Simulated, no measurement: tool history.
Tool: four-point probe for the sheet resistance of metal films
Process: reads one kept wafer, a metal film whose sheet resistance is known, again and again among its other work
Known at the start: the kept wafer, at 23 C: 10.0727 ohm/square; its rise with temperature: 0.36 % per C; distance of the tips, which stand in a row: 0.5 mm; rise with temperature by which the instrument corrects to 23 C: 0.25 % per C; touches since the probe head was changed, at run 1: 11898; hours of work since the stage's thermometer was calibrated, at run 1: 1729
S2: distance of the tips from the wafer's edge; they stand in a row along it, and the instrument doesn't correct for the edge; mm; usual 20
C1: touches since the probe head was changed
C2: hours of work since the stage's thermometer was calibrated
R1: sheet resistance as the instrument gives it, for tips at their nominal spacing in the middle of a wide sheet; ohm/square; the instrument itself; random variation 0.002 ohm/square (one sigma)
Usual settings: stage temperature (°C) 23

Run 1, hour 0.0: usual settings; C1 11898; C2 1729. Result: R1 10.078652 ohm/square.
Run 2, hour 54.5: usual settings; C1 13615; C2 1764. Result: R1 10.078024 ohm/square.
Run 3, hour 83.5: usual settings but stage temperature (°C) 22; C1 14527; C2 1783. Result: R1 10.065272 ohm/square.
Run 4, hour 143.7: usual settings but stage temperature (°C) 22; C1 16423; C2 1822. Result: R1 10.067680 ohm/square.
Run 5, hour 185.9: usual settings but stage temperature (°C) 24; C1 17750; C2 1850. Result: R1 10.084488 ohm/square.
Run 6, hour 225.2: usual settings but stage temperature (°C) 24; C1 18987; C2 1875. Result: R1 10.085714 ohm/square.
Run 7, hour 289.0: usual settings but stage temperature (°C) 24; C1 20994; C2 1917. Result: R1 10.084245 ohm/square.
Run 8, hour 344.4: usual settings but stage temperature (°C) 26; C1 22739; C2 1953. Result: R1 10.109785 ohm/square.
Run 9, hour 375.3: usual settings but stage temperature (°C) 26; C1 23710; C2 1973. Result: R1 10.107747 ohm/square.
Run 10, hour 413.4: usual settings but stage temperature (°C) 26; C1 24909; C2 1998. Result: R1 10.109769 ohm/square.
Run 11, hour 461.0: usual settings but stage temperature (°C) 26; C1 26407; C2 2029. Result: R1 10.104610 ohm/square.
Run 12, hour 495.0: usual settings but stage temperature (°C) 20; C1 27478; C2 2051. Result: R1 10.040601 ohm/square.
Run 13, hour 543.5: usual settings but S2 3 mm; C1 29005; C2 2083. Result: R1 10.222395 ohm/square.
Run 14, hour 605.8: usual settings but S2 3 mm; C1 30967; C2 2123. Result: R1 10.221614 ohm/square.
Run 15, hour 648.9: usual settings but S2 3 mm; C1 32324; C2 2151. Result: R1 10.223703 ohm/square.
Run 16, hour 713.8: usual settings but S2 3 mm; C1 34367; C2 2194. Result: R1 10.220582 ohm/square.
Run 17, hour 783.2: usual settings; C1 36551; C2 2239. Result: R1 10.077383 ohm/square.
Run 18, hour 817.1: usual settings but stage temperature (°C) 31; C1 37617; C2 2261. Result: R1 10.159299 ohm/square.
Run 19, hour 858.6: usual settings but stage temperature (°C) 31; C1 38924; C2 2288. Result: R1 10.157284 ohm/square.
Run 20, hour 910.1: usual settings but stage temperature (°C) 31; C1 40545; C2 2321. Result: R1 10.162903 ohm/square.
Run 21, hour 973.9: usual settings; C1 42552; C2 2363. Result: R1 10.078386 ohm/square.
Run 22, hour 1003.7: usual settings; C1 43489; C2 2382. Result: R1 10.074564 ohm/square.
Run 23, hour 1048.3: usual settings but stage temperature (°C) 20; C1 44894; C2 2411. Result: R1 10.044952 ohm/square.
Run 24, hour 1098.8: usual settings but stage temperature (°C) 24, S2 6 mm; C1 46484; C2 2444. Result: R1 10.120807 ohm/square.
Run 25, hour 1141.6: usual settings but stage temperature (°C) 33; C1 47830; C2 2472. Result: R1 10.179430 ohm/square.
Run 26, hour 1182.6: usual settings but stage temperature (°C) 33; C1 49123; C2 2499. Result: R1 10.180941 ohm/square.
Run 27, hour 1225.3: usual settings but stage temperature (°C) 33; C1 50466; C2 2527. Result: R1 10.184178 ohm/square.
Run 28, hour 1294.4: usual settings but stage temperature (°C) 35, S2 27 mm; C1 52640; C2 2572. Result: R1 10.201651 ohm/square.
Run 29, hour 1329.0: usual settings but stage temperature (°C) 35, S2 27 mm; C1 53731; C2 2594. Result: R1 10.196626 ohm/square.
Run 30, hour 1393.8: usual settings but stage temperature (°C) 35, S2 27 mm; C1 55770; C2 2636. Result: R1 10.202066 ohm/square.
Run 31, hour 1446.6: usual settings but stage temperature (°C) 35, S2 27 mm; C1 57431; C2 2671. Result: R1 10.201313 ohm/square.
Run 32, hour 1510.7: usual settings but stage temperature (°C) 35, S2 27 mm; C1 59448; C2 2713. Result: R1 10.200757 ohm/square.
Run 33, hour 1567.0: usual settings but stage temperature (°C) 30, S2 31 mm; C1 61223; C2 2749. Result: R1 10.144888 ohm/square.
At hour 1594.0: stage's thermometer calibrated.
Run 34, hour 1621.9: usual settings but stage temperature (°C) 30, S2 31 mm; C1 62935; C2 18. Result: R1 10.148492 ohm/square.
Run 35, hour 1663.1: usual settings but stage temperature (°C) 25, S2 5 mm; C1 64232; C2 45. Result: R1 10.146144 ohm/square.
Run 36, hour 1712.2: usual settings but stage temperature (°C) 26, S2 14 mm; C1 65777; C2 77. Result: R1 10.109491 ohm/square.
Run 37, hour 1767.2: usual settings but stage temperature (°C) 19; C1 67508; C2 113. Result: R1 10.033533 ohm/square.
Run 38, hour 1795.9: usual settings but stage temperature (°C) 19, S2 9 mm; C1 68409; C2 131. Result: R1 10.041380 ohm/square.
Run 39, hour 1859.5: usual settings but stage temperature (°C) 25, S2 9 mm; C1 70411; C2 173. Result: R1 10.110322 ohm/square.
Run 40, hour 1894.9: usual settings but stage temperature (°C) 20, S2 36 mm; C1 71527; C2 196. Result: R1 10.041193 ohm/square.
Run 41, hour 1963.0: usual settings but stage temperature (°C) 29, S2 38 mm; C1 73669; C2 240. Result: R1 10.135628 ohm/square.
Run 42, hour 1995.7: usual settings but stage temperature (°C) 24; C1 74701; C2 262. Result: R1 10.087830 ohm/square.
Run 43, hour 2043.5: usual settings but stage temperature (°C) 19, S2 58 mm; C1 76204; C2 293. Result: R1 10.027080 ohm/square.
Run 44, hour 2094.3: usual settings but stage temperature (°C) 19, S2 34 mm; C1 77804; C2 326. Result: R1 10.028676 ohm/square.
Run 45, hour 2122.9: usual settings but stage temperature (°C) 19, S2 34 mm; C1 78702; C2 344. Result: R1 10.030582 ohm/square.

Forecast each of these 3 alternatives for the next run:
Run A, hour 2170.7: usual settings but stage temperature (°C) 20, S2 14 mm; C1 80208; C2 376. Result: R1 ?.
Run B, hour 2170.7: usual settings but stage temperature (°C) 22, S2 4 mm; C1 80208; C2 376. Result: R1 ?.
Run C, hour 2170.7: usual settings but stage temperature (°C) 27, S2 36 mm; C1 80208; C2 376. Result: R1 ?.

run         R1
  A  10.043786
  B  10.149416
  C  10.113290
Without the tool's hidden state the same runs would have given:
run         R1
  A  10.044478
  B  10.150116
  C  10.113992
